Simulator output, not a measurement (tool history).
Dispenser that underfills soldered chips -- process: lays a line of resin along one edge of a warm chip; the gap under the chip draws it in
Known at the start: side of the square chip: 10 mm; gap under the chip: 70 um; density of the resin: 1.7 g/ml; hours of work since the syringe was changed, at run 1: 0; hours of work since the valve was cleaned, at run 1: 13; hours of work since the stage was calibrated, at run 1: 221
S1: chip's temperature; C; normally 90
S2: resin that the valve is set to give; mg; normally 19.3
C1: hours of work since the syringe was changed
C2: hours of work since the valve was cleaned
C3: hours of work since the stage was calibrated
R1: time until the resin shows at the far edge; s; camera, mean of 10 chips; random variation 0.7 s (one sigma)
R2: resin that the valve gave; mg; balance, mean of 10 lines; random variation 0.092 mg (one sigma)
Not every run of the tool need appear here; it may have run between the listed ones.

run   hour   S1    S2  C1  C2   C3    R1     R2
  1    0.0   90  19.3   0  13  221  67.8  19.02
  2    6.1  102  19.3   4  17  225  53.5  19.02
      11.0  -- new syringe of resin
  3   15.1  102  19.3   3  22  230  49.8  18.84
      22.3  -- new syringe of resin
  4   27.1   86  19.3   3  29  238  88.7  18.63
      32.9  -- new syringe of resin
  5   33.4   86  19.3   0  33  241  76.1  18.67
  6   42.0   90  19.3   6  38  247  85.7  18.38
      43.6  -- new syringe of resin
  7   48.8   90  19.3   3  42  251  77.9  18.38
      54.3  -- new syringe of resin
  8   59.8   90  19.3   3  49  257  77.4  18.32
      65.5  -- new syringe of resin
  9   70.1   90  23.5   3  55  263  74.6  22.25
      76.9  -- new syringe of resin
 10   78.0   90  23.5   1  59  268  68.0  21.98
      87.7  -- new syringe of resin
 11   89.0   85  23.2   1  66  275  82.9  21.71
      98.9  -- new syringe of resin
 12  100.3  100  18.2   1  73  281  50.2  16.85
     109.7  -- new syringe of resin
 13  112.4  100  18.2   2  80  289  52.1  16.77
     120.4  -- new syringe of resin
 14  122.1   82  21.9   1  86  294  93.5  20.10
     131.6  -- new syringe of resin
 15  134.0   82  21.9   1  93  301  93.2  19.94

Below are 5 alternative next runs, each starting from the tool's condition after run 15. Predict each:
  A  139.8   79  24.0   5  97  305   ?   ?
  B  139.8   90  24.0   5  97  305   ?   ?
  C  139.8  100  22.3   5  97  305   ?   ?
  D  139.8  104  18.6   5  97  305   ?   ?
  E  139.8   96  20.5   5  97  305   ?   ?

run     R1     R2
  A  120.5  21.94
  B   79.5  21.58
  C   58.7  20.23
  D   51.8  16.67
  E   66.9  18.59
Stripped of hidden state, with their random variation kept, the same runs would have yielded:
run    R1     R2
  A  92.5  24.18
  B  61.2  23.81
  C  45.3  22.32
  D  39.5  18.39
  E  51.3  20.51
